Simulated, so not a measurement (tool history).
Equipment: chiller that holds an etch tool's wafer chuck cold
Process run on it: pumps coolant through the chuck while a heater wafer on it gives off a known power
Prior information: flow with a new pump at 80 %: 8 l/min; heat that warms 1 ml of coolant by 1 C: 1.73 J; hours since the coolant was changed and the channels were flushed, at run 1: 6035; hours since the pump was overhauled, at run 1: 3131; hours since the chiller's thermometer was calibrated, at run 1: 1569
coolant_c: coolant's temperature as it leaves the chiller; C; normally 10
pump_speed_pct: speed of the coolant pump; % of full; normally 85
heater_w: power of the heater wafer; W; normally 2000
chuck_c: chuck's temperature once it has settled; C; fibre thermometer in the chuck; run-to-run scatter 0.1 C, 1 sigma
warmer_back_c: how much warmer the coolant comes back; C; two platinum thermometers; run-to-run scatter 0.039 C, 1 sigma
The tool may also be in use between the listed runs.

run     day  coolant_c  pump_speed_pct  heater_w  hours since the coolant was changed and the channels were flushed  hours since the pump was overhauled  hours since the chiller's thermometer was calibrated  chuck_c  warmer_back_c
  1       0         10              85      2000                                                               6035                                 3131                                                  1569     24.9           8.14
  2   3.121         10              85      2000                                                               6110                                 3206                                                  1644       25           8.22
  3   6.558          2              85      2000                                                               6193                                 3288                                                  1726     16.9           8.22
  4   8.958         10              85      1257                                                               6250                                 3346                                                  1784     19.5           5.14
  5  11.117         10              92      1257                                                               6302                                 3397                                                  1835     18.8           4.77
  6    12.8         10              92      1257                                                               6343                                 3438                                                  1876     18.7           4.79
  7  14.629         10              69      2000                                                               6386                                 3482                                                  1920     27.6          10.27
  8  18.029         10              69      2000                                                               6468                                 3563                                                  2001     27.6           10.3
  9  21.046         10              85      2362                                                               6540                                 3636                                                  2074     27.5            9.7
 10  22.667         10              68      2000                                                               6579                                 3675                                                  2113     27.8          10.55
 11  25.271         10              85      2000                                                               6642                                 3737                                                  2175     24.9           8.26
 12  28.212         10              85      2489                                                               6712                                 3808                                                  2246     28.5          10.27
 13  31.308         10              85      1241                                                               6787                                 3882                                                  2320     19.1           5.24
 14  34.283         10              85      1241                                                               6858                                 3953                                                  2392     19.2           5.19
 15  36.233         10              62      2055                                                               6905                                 4000                                                  2438     29.9          11.95
 16  39.271         10              62      2055                                                               6978                                 4073                                                  2511     29.9          11.88
 17  42.054         10              79      1035                                                               7045                                 4140                                                  2578     18.3           4.83
 18  43.875          8              61      1027                                                               7088                                 4184                                                  2622     18.2           6.17
 19  47.521          8              61      1027                                                               7176                                 4271                                                  2709     18.1            6.2
 20  50.062          8              61      1027                                                               7237                                 4332                                                  2770     18.1           6.17
 21  51.696          6              84      1095                                                               7276                                 4371                                                  2809     14.2            4.8
 22  53.367         20              84      2793                                                               7316                                 4411                                                  2849       41          11.77
       55.8  -- chiller's thermometer calibrated
 23  57.025         13              62      2793                                                               7403                                 4498                                                    29     39.9          16.21
 24  59.604         13              62      2793                                                               7465                                 4560                                                    91       40          16.22
 25  61.917         10              82      2998                                                               7520                                 4616                                                   147       33          12.91
     62.846  -- coolant changed, channels flushed
 26  65.467          1              85      1966                                                                 63                                 4695                                                   226     15.6           8.37
 27  67.467          1              85      1966                                                                111                                 4743                                                   274     15.7           8.38
 28  70.554          1              86      2167                                                                185                                 4817                                                   348     16.9            9.1

Each row is a separate what-if for the run after 28, all from the same tool condition, not one after another. Results?
  A  72.283         17              88      1731                                                                226                                 4858                                                   390        ?              ?
  B  72.283          6              82      2920                                                                226                                 4858                                                   390        ?              ?
  C  72.283         18              86      2270                                                                226                                 4858                                                   390        ?              ?

run  chuck_c  warmer_back_c
  A     29.3           7.23
  B     28.5          12.78
  C     34.6           9.52
The same runs, with their run-to-run variation unchanged, on a tool lacking any hidden condition would have given:
run  chuck_c  warmer_back_c
  A     29.3           6.85
  B     28.4           12.4
  C     34.6           9.14
